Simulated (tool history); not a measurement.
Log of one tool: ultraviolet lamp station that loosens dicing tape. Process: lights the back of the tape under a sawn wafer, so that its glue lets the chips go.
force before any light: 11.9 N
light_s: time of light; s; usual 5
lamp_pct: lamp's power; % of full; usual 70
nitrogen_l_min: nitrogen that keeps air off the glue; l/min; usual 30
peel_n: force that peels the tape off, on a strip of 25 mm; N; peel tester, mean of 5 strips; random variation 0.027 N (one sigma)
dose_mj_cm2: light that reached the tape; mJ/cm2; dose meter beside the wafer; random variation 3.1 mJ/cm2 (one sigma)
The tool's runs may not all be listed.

run     day  light_s  lamp_pct  nitrogen_l_min  peel_n  dose_mj_cm2
  1   0.000        5        70              30   1.303          461
  2   0.992        5        70              30   1.334          459
  3   1.842        5        70              30   1.314          466
  4   2.446        2        70              30   4.961          183
  5   2.908        2        70              30   4.687          185
  6   3.679        2        70              30   4.795          183
  7   4.354        5        70              30   1.292          462
  8   5.408        5        70              30   1.298          459
  9   6.312        5        70              30   1.322          463
 10   7.379        5        70              30   1.328          461
 11   8.208        5        70              30   1.323          457
 12   8.704        5        70              30   1.324          460
 13   9.592        5        61              30   1.704          400
 14  10.267        5        61              30   1.749          399
 15  11.075        5        61              30   1.720          400
 16  11.512        3        70              30   3.064          278
 17  12.354        3        70              30   3.034          277
 18  13.000        5        70              30   1.264          460
 19  13.475        5        70              30   1.364          458
 20  14.438        5        70              30   1.302          458
 21  15.146        5        70              30   1.344          459
 22  16.125        5        70              30   1.298          461
 23  17.071        5        87              18   1.098          568
 24  17.679        2        87              18   4.382          232
 25  18.246        2        87              18   4.277          230
 26  19.067        2        83              36   3.892          218
     19.158  -- window cleaned of glue's vapour
 27  19.583        3        65              23   3.452          261
 28  20.183        4        91              23   1.359          482
 29  20.858        5        64              30   1.545          420
 30  21.425        5        89              30   0.809          586
 31  22.112        5        87              30   0.810          570
 32  22.896        5        88              28   0.850          579
 33  23.404        5        70              12   2.046          462
 34  24.000        5        70              18   1.688          462
 35  24.575        7        75              31   0.545          682
 36  25.462        2        64              21   5.500          165
 37  26.025        2        64              21   5.365          169
 38  26.462        5        73               9   2.139          473
 39  26.929        5        87              21   0.991          574
 40  27.558        3        93              21   2.308          367
 41  28.333        3        93              21   2.293          364
 42  28.892        3        93              21   2.377          367

Forecast each of these 4 alternatives for the next run:
  A  29.375        3        93              39       ?            ?
  B  29.375        9        81              15       ?            ?
  C  29.375        3        70              38       ?            ?
  D  29.375        2        74              13       ?            ?

run  peel_n  dose_mj_cm2
  A   1.784          367
  B   0.390          962
  C   2.853          280
  D   5.358          196
Without the tool's hidden state the same runs would have given:
run  peel_n  dose_mj_cm2
  A   1.778          368
  B   0.388          964
  C   2.846          280
  D   5.349          197
